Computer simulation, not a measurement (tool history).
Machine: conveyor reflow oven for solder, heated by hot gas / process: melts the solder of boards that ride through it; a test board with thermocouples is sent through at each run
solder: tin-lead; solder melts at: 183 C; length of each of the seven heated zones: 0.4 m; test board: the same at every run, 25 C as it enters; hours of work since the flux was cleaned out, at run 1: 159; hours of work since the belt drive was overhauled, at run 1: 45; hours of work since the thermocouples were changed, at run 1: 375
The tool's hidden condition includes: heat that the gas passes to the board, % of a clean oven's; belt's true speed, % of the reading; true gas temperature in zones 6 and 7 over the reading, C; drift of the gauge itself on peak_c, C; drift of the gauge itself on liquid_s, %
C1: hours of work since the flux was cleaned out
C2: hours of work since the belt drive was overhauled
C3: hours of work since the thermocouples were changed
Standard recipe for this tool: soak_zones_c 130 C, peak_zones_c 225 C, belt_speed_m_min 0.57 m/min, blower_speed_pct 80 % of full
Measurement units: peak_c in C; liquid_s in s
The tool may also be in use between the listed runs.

{"run": 1, "day": 0.0, "soak_zones_c": 130, "peak_zones_c": 225, "belt_speed_m_min": 0.57, "blower_speed_pct": 80, "C1": 159, "C2": 45, "C3": 375, "peak_c": 207, "liquid_s": 50.8}
{"run": 2, "day": 0.208, "soak_zones_c": 130, "peak_zones_c": 225, "belt_speed_m_min": 0.57, "blower_speed_pct": 50, "C1": 162, "C2": 48, "C3": 378, "peak_c": 199.3, "liquid_s": 38}
{"day": 0.521, "done": "flux residue cleaned out of gas plates and filters"}
{"run": 3, "day": 0.625, "soak_zones_c": 130, "peak_zones_c": 225, "belt_speed_m_min": 0.57, "blower_speed_pct": 80, "C1": 2, "C2": 51, "C3": 381, "peak_c": 208.3, "liquid_s": 51.4}
{"run": 4, "day": 0.817, "soak_zones_c": 130, "peak_zones_c": 239, "belt_speed_m_min": 0.57, "blower_speed_pct": 80, "C1": 4, "C2": 54, "C3": 384, "peak_c": 219.9, "liquid_s": 62.5}
{"run": 5, "day": 1.175, "soak_zones_c": 130, "peak_zones_c": 239, "belt_speed_m_min": 0.57, "blower_speed_pct": 80, "C1": 10, "C2": 59, "C3": 390, "peak_c": 220.1, "liquid_s": 62.6}
{"run": 6, "day": 1.488, "soak_zones_c": 130, "peak_zones_c": 239, "belt_speed_m_min": 0.57, "blower_speed_pct": 80, "C1": 14, "C2": 64, "C3": 394, "peak_c": 220.2, "liquid_s": 63}
{"run": 7, "day": 1.654, "soak_zones_c": 130, "peak_zones_c": 225, "belt_speed_m_min": 0.478, "blower_speed_pct": 80, "C1": 17, "C2": 66, "C3": 397, "peak_c": 212.5, "liquid_s": 69.5}
{"run": 8, "day": 1.85, "soak_zones_c": 130, "peak_zones_c": 225, "belt_speed_m_min": 0.57, "blower_speed_pct": 79, "C1": 20, "C2": 69, "C3": 400, "peak_c": 207.5, "liquid_s": 51.6}
{"run": 9, "day": 2.075, "soak_zones_c": 131, "peak_zones_c": 225, "belt_speed_m_min": 0.57, "blower_speed_pct": 80, "C1": 23, "C2": 72, "C3": 403, "peak_c": 208.3, "liquid_s": 52.4}
{"run": 10, "day": 2.429, "soak_zones_c": 131, "peak_zones_c": 225, "belt_speed_m_min": 0.57, "blower_speed_pct": 80, "C1": 28, "C2": 77, "C3": 408, "peak_c": 208.3, "liquid_s": 51.8}
{"run": 11, "day": 2.783, "soak_zones_c": 133, "peak_zones_c": 218, "belt_speed_m_min": 0.57, "blower_speed_pct": 69, "C1": 33, "C2": 83, "C3": 413, "peak_c": 200.3, "liquid_s": 42.6}
{"run": 12, "day": 2.954, "soak_zones_c": 133, "peak_zones_c": 218, "belt_speed_m_min": 0.57, "blower_speed_pct": 69, "C1": 36, "C2": 85, "C3": 416, "peak_c": 200.6, "liquid_s": 42.4}
{"run": 13, "day": 3.233, "soak_zones_c": 130, "peak_zones_c": 225, "belt_speed_m_min": 0.63, "blower_speed_pct": 80, "C1": 40, "C2": 89, "C3": 420, "peak_c": 204.9, "liquid_s": 41.9}
{"run": 14, "day": 3.488, "soak_zones_c": 130, "peak_zones_c": 218, "belt_speed_m_min": 0.63, "blower_speed_pct": 84, "C1": 44, "C2": 93, "C3": 424, "peak_c": 199.4, "liquid_s": 36.2}
{"run": 15, "day": 3.712, "soak_zones_c": 130, "peak_zones_c": 218, "belt_speed_m_min": 0.63, "blower_speed_pct": 84, "C1": 47, "C2": 96, "C3": 427, "peak_c": 199.4, "liquid_s": 36.6}
{"run": 16, "day": 4.0, "soak_zones_c": 130, "peak_zones_c": 218, "belt_speed_m_min": 0.63, "blower_speed_pct": 84, "C1": 51, "C2": 101, "C3": 431, "peak_c": 200.1, "liquid_s": 35.9}
{"run": 17, "day": 4.175, "soak_zones_c": 144, "peak_zones_c": 223, "belt_speed_m_min": 0.658, "blower_speed_pct": 72, "C1": 54, "C2": 103, "C3": 434, "peak_c": 203.3, "liquid_s": 41.9}
{"run": 18, "day": 4.342, "soak_zones_c": 134, "peak_zones_c": 215, "belt_speed_m_min": 0.658, "blower_speed_pct": 72, "C1": 56, "C2": 106, "C3": 436, "peak_c": 195, "liquid_s": 26}
{"run": 19, "day": 4.629, "soak_zones_c": 134, "peak_zones_c": 213, "belt_speed_m_min": 0.498, "blower_speed_pct": 77, "C1": 61, "C2": 110, "C3": 441, "peak_c": 200.7, "liquid_s": 52.4}

What if the next run were any one of these 3? Each begins from the tool's condition after run 19:
{"run": "A", "day": 4.858, "soak_zones_c": 121, "peak_zones_c": 215, "belt_speed_m_min": 0.57, "blower_speed_pct": 57, "C1": 64, "C2": 113, "C3": 444, "peak_c": "?", "liquid_s": "?"}
{"run": "B", "day": 4.858, "soak_zones_c": 134, "peak_zones_c": 213, "belt_speed_m_min": 0.601, "blower_speed_pct": 79, "C1": 64, "C2": 113, "C3": 444, "peak_c": "?", "liquid_s": "?"}
{"run": "C", "day": 4.858, "soak_zones_c": 119, "peak_zones_c": 225, "belt_speed_m_min": 0.498, "blower_speed_pct": 76, "C1": 64, "C2": 113, "C3": 444, "peak_c": "?", "liquid_s": "?"}

run=A peak_c=191.7 liquid_s=22.9
run=B peak_c=196.3 liquid_s=34.6
run=C peak_c=209.6 liquid_s=57.7
What these runs would have given with no unlogged condition in the tool:
run=A peak_c=193.7 liquid_s=27.1
run=B peak_c=198.4 liquid_s=38.2
run=C peak_c=211.8 liquid_s=60.4
